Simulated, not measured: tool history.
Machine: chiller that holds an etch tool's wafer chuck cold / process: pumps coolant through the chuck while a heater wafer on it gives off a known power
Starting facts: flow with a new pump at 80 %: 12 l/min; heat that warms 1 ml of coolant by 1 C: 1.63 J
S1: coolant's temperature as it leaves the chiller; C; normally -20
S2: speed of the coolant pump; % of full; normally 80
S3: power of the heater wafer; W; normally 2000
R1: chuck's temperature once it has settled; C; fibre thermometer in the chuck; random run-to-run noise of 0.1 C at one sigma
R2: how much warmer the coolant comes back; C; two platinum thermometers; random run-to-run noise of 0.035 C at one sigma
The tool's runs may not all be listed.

Run 1, hour 0: usual settings. Result: R1 0.2 C, R2 6.16 C.
Run 2, hour 17.2: usual settings but S1 -23 C. Result: R1 -2.8 C, R2 6.19 C.
Run 3, hour 31.6: usual settings but S1 -23 C. Result: R1 -3 C, R2 6.19 C.
Run 4, hour 55.8: usual settings. Result: R1 0.1 C, R2 6.21 C.
Run 5, hour 84.7: usual settings but S3 1694 W. Result: R1 -3.1 C, R2 5.21 C.
Run 6, hour 111.3: usual settings but S3 1694 W. Result: R1 -3 C, R2 5.25 C.
Run 7, hour 126.2: usual settings. Result: R1 0.1 C, R2 6.21 C.
Run 8, hour 144.3: usual settings. Result: R1 0.1 C, R2 6.23 C.
Run 9, hour 170.6: usual settings but S1 -14 C. Result: R1 6.1 C, R2 6.2 C.
Run 10, hour 183.5: usual settings but S1 -14 C. Result: R1 6.2 C, R2 6.25 C.
Run 11, hour 203.8: usual settings but S1 -14 C. Result: R1 6.2 C, R2 6.22 C.
Run 12, hour 231.7: usual settings but S1 -14 C. Result: R1 6.4 C, R2 6.23 C.
Run 13, hour 252.8: usual settings but S2 100 % of full. Result: R1 -3.5 C, R2 5.01 C.
Run 14, hour 273.6: usual settings but S2 100 % of full. Result: R1 -3.4 C, R2 4.98 C.
Run 15, hour 298.4: usual settings. Result: R1 0.1 C, R2 6.21 C.
Run 16, hour 326.4: usual settings. Result: R1 0.3 C, R2 6.26 C.
Run 17, hour 355.5: usual settings. Result: R1 0.2 C, R2 6.28 C.
At hour 363.1: coolant pump overhauled.
Run 18, hour 374.4: usual settings. Result: R1 0.5 C, R2 6.26 C.
Run 19, hour 399.2: usual settings but S1 -16 C, S2 94 % of full, S3 1946 W. Result: R1 1.1 C, R2 5.24 C.
Run 20, hour 415.8: usual settings but S2 99 % of full, S3 1252 W. Result: R1 -9.6 C, R2 3.21 C.
At hour 429.8: coolant pump overhauled, once more.
Run 21, hour 437.2: usual settings but S1 -16 C, S2 99 % of full, S3 2608 W. Result: R1 6 C, R2 6.5 C.
Run 22, hour 450.7: usual settings but S3 1569 W. Result: R1 -4.5 C, R2 4.85 C.
Run 23, hour 465.3: usual settings but S3 1569 W. Result: R1 -4.4 C, R2 4.87 C.
Run 24, hour 483: usual settings but S3 1569 W. Result: R1 -4.3 C, R2 4.86 C.
Run 25, hour 502.3: usual settings but S1 -23 C, S2 78 % of full, S3 1741 W. Result: R1 -5 C, R2 5.57 C.
Run 26, hour 514.5: usual settings but S3 1393 W. Result: R1 -6.1 C, R2 4.33 C.
Run 27, hour 533.5: usual settings but S1 -28 C, S2 77 % of full, S3 2140 W. Result: R1 -5.7 C, R2 6.91 C.
Run 28, hour 547.8: usual settings but S1 -28 C, S2 77 % of full, S3 2140 W. Result: R1 -5.8 C, R2 6.88 C.
Run 29, hour 575.5: usual settings but S1 -28 C, S2 77 % of full, S3 2140 W. Result: R1 -5.8 C, R2 6.86 C.
Run 30, hour 604.8: usual settings but S1 -28 C, S2 77 % of full, S3 2140 W. Result: R1 -5.7 C, R2 6.86 C.
Run 31, hour 621.4: usual settings but S1 -16 C, S2 68 % of full, S3 1023 W. Result: R1 -4.4 C, R2 3.68 C.

Each row is a separate what-if for the run after 31, all from the same tool condition, not one after another. Results?
Run A, hour 638: usual settings but S1 -10 C, S2 77 % of full, S3 1851 W. Result: R1 ?, R2 ?.
Run B, hour 638: usual settings but S1 -16 C, S2 79 % of full, S3 2301 W. Result: R1 ?, R2 ?.
Run C, hour 638: usual settings but S1 -16 C, S2 94 % of full, S3 2218 W. Result: R1 ?, R2 ?.
Run D, hour 638: usual settings but S1 -25 C, S2 93 % of full, S3 1194 W. Result: R1 ?, R2 ?.
Run E, hour 638: usual settings but S1 -23 C. Result: R1 ?, R2 ?.

run     R1    R2
  A    9.3  5.94
  B    7.4  7.19
  C    3.5  5.87
  D  -14.8  3.18
  E   -2.9  6.14
With no hidden state in the tool, these same runs would have given:
run     R1    R2
  A    7.9  5.88
  B    5.7  7.12
  C    2.1  5.81
  D  -15.3  3.15
  E   -4.3  6.08
